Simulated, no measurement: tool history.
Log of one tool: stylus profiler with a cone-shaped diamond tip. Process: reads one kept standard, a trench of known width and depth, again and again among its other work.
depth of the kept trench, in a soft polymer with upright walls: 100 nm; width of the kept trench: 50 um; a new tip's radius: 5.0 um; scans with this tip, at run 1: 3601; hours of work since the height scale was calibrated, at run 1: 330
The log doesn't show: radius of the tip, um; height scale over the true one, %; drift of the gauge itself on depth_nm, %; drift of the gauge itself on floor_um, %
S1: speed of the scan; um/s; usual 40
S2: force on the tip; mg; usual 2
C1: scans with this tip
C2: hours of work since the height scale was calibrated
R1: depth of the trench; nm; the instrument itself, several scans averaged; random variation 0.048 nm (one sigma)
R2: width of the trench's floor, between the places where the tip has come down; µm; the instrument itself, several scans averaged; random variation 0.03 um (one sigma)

run	hour	S1	S2	C1	C2	R1	R2
1	0	40	2	3601	330	100.69	47.73
2	11.4	72	2	3681	337	100.61	47.58
3	23	72	2	3763	345	100.6	47.63
4	39.6	72	2	3880	355	100.56	47.61
5	52.3	72	2	3969	363	100.69	47.63
6	65.9	40	2	4064	372	100.69	47.73
7	76	40	2	4135	379	100.66	47.69
8	86.1	40	2	4206	385	100.57	47.65
9	95.3	40	2	4270	391	100.63	47.74
10	110.6	40	2	4378	401	100.56	47.65
11	128.7	40	2	4505	413	100.64	47.75
12	145.1	40	2	4620	423	100.68	47.71
13	156.2	40	2	4698	430	100.67	47.67
14	174.8	40	2	4828	442	100.61	47.65
15	186.8	68	2	4913	450	100.63	47.56
16	198	40	2	4991	457	100.61	47.68
17	207.2	40	2	5055	463	100.61	47.63
18	222.5	40	2.73	5163	473	100.75	47.71
# hour 224.6: height scale calibrated on a step standard
19	237.7	40	0.74	5266	8	100.18	47.56
20	251.2	40	2	5361	17	100.53	47.63
21	267.4	40	2	5475	28	100.54	47.64
22	278	40	2	5549	34	100.56	47.6
23	293.6	43	2	5659	44	100.5	47.62
# hour 301.2: height scale calibrated on a step standard, once more
24	311.3	38	2.72	5779	6	100.92	47.7
25	322.5	38	2.72	5858	14	100.97	47.68
26	333.1	38	4.93	5933	21	101.4	47.66
27	344.1	73	3.91	6010	28	101.08	47.56
28	356.3	74	3.96	6095	35	101.14	47.59
29	368.3	50	1.06	6179	43	100.59	47.55
30	382.2	107	1.74	6277	52	100.6	47.36
31	400.2	107	1.74	6403	64	100.67	47.37
32	413.3	19	1.44	6495	72	100.55	47.63
33	423.9	19	1.44	6570	79	100.66	47.68
34	440.9	63	0.95	6689	90	100.47	47.48
35	454.8	17	4.18	6786	99	101.16	47.73
36	465.8	14	2	6864	106	100.6	47.66
37	483.4	32	3.44	6988	117	101.07	47.61
38	498	32	3.44	7090	126	101.15	47.61
39	516.5	29	3.29	7220	138	100.99	47.63
40	530.1	29	3.29	7315	147	101.04	47.66
41	545.4	66	3.29	7423	157	101.02	47.52
42	557.4	26	5.52	7507	165	101.39	47.64
43	568.9	26	0.73	7588	172	100.46	47.48
44	584.7	77	2.37	7699	182	100.8	47.5
45	596.9	72	2.37	7784	190	100.83	47.53

Hidden state or all else? Some run-to-run changes of R1, split into what the settings, what came in and random variation would give without the hidden state, and what is left for the hidden state (with any gauge scatter that isn't in both results):
Run 1 -> 2: S1 40 -> 72. R1 -0.08 nm: hidden state -0.01, all else -0.07.
Run 18 -> 19: S2 2.73 -> 0.74, height scale calibrated on a step standard. R1 -0.57 nm: hidden state -0.05, all else -0.52.
Run 23 -> 24: S1 43 -> 38, S2 2 -> 2.72, height scale calibrated on a step standard, once more. R1 +0.42 nm: hidden state +0.18, all else +0.24.
Run 34 -> 35: S1 63 -> 17, S2 0.95 -> 4.18. R1 +0.69 nm: hidden state +0.01, all else +0.68.
Run 42 -> 43: S2 5.52 -> 0.73. R1 -0.93 nm: hidden state +0.01, all else -0.94.

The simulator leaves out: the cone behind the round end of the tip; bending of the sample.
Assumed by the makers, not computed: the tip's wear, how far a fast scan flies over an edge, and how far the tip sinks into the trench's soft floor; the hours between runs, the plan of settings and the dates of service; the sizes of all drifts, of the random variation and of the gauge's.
